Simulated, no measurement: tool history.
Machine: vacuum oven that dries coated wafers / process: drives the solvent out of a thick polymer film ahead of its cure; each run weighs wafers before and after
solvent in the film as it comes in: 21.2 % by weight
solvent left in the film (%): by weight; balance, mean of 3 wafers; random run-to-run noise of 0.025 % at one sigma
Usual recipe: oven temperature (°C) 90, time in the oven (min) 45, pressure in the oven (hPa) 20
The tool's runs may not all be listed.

| run | hour | oven temperature (°C) | time in the oven (min) | pressure in the oven (hPa) | solvent left in the film (%) |
|---|---|---|---|---|---|
| 1 | 0 | 90 | 45 | 20 | 4.04 |
| 2 | 5.8 | 90 | 45 | 20 | 4.04 |
| 3 | 12.3 | 90 | 45 | 20 | 4.11 |
| 4 | 24.8 | 90 | 45 | 20 | 4.06 |
| 5 | 30.5 | 90 | 45 | 70.5 | 8.11 |
| 6 | 36.3 | 90 | 45 | 20 | 4.06 |
| 7 | 48.7 | 90 | 45 | 20 | 4.08 |
| 8 | 56.7 | 101 | 45 | 20 | 1.88 |
| 9 | 69.6 | 101 | 45 | 20 | 1.88 |
| 10 | 81.1 | 90 | 45 | 20 | 4.08 |
| 11 | 88.5 | 90 | 45 | 20 | 4.08 |
| 12 | 98.7 | 95 | 45 | 20 | 2.92 |
| 13 | 106.3 | 95 | 45 | 20 | 2.9 |
| 14 | 119.6 | 95 | 45 | 20 | 2.91 |
| 15 | 127.5 | 90 | 45 | 20 | 4.15 |
| 16 | 133.5 | 90 | 45 | 30 | 4.89 |
| 17 | 139.7 | 90 | 45 | 56 | 6.98 |
| 18 | 151.3 | 90 | 45 | 56 | 7.01 |
| 19 | 157.9 | 90 | 26 | 20 | 6.89 |
| 20 | 163.7 | 90 | 26 | 20 | 6.98 |
| 21 | 174.1 | 90 | 26 | 20 | 6.84 |
| 22 | 182.7 | 90 | 26 | 20 | 6.88 |
| 23 | 194.2 | 90 | 36 | 11.9 | 4.47 |
| 24 | 202.5 | 99 | 30 | 18.6 | 3.57 |
| 25 | 209.6 | 90 | 67 | 74 | 7.4 |
| 26 | 216.4 | 99 | 27 | 15.4 | 3.86 |
| 27 | 223.8 | 90 | 45 | 70.9 | 8.18 |
| 28 | 233.2 | 90 | 39 | 70.9 | 8.57 |
| 29 | 238.7 | 96 | 27 | 20.9 | 4.91 |
| 30 | 250.6 | 96 | 27 | 20.9 | 4.92 |
| 31 | 257.7 | 91 | 67 | 16.8 | 2.32 |
| 32 | 268.5 | 101 | 40 | 20 | 2.17 |
| 33 | 276 | 100 | 45 | 25.4 | 2.35 |
| 34 | 284 | 100 | 61 | 25.4 | 1.88 |
| 35 | 291.3 | 90 | 36 | 20 | 5.17 |
| 36 | 303.1 | 90 | 36 | 20 | 5.16 |
| 37 | 313.8 | 90 | 36 | 20 | 5.18 |
| 38 | 323.1 | 90 | 36 | 20 | 5.11 |
| 39 | 330.9 | 81 | 63 | 34.7 | 6.71 |
| 40 | 339.8 | 90 | 50 | 19 | 3.6 |
| 41 | 351.4 | 90 | 50 | 19 | 3.57 |
| 42 | 363.3 | 90 | 50 | 19 | 3.58 |
| 43 | 372.9 | 90 | 50 | 19 | 3.53 |

Subtracting, for every run, the result it would have given without the tool's unlogged condition from the measured result gives the following. The same run-to-run variation enters both numbers; the gauge's scatter may not:
Hidden state at play: true wafer temperature over the reading, C; true pressure over the reading, kPa; drift of the gauge itself on solvent_pct, %.
| run | solvent left in the film (%) |
|---|---|
| 1 | +0.07 |
| 2 | +0.07 |
| 3 | +0.08 |
| 4 | +0.07 |
| 5 | +0.1 |
| 6 | +0.07 |
| 7 | +0.07 |
| 8 | +0.05 |
| 9 | +0.05 |
| 10 | +0.08 |
| 11 | +0.08 |
| 12 | +0.07 |
| 13 | +0.07 |
| 14 | +0.07 |
| 15 | +0.08 |
| 16 | +0.09 |
| 17 | +0.09 |
| 18 | +0.09 |
| 19 | +0.08 |
| 20 | +0.08 |
| 21 | +0.07 |
| 22 | +0.07 |
| 23 | +0.08 |
| 24 | +0.07 |
| 25 | +0.09 |
| 26 | +0.06 |
| 27 | +0.09 |
| 28 | +0.09 |
| 29 | +0.06 |
| 30 | +0.07 |
| 31 | +0.08 |
| 32 | +0.05 |
| 33 | +0.06 |
| 34 | +0.06 |
| 35 | +0.08 |
| 36 | +0.08 |
| 37 | +0.08 |
| 38 | +0.08 |
| 39 | +0.11 |
| 40 | +0.09 |
| 41 | +0.09 |
| 42 | +0.09 |
| 43 | +0.08 |
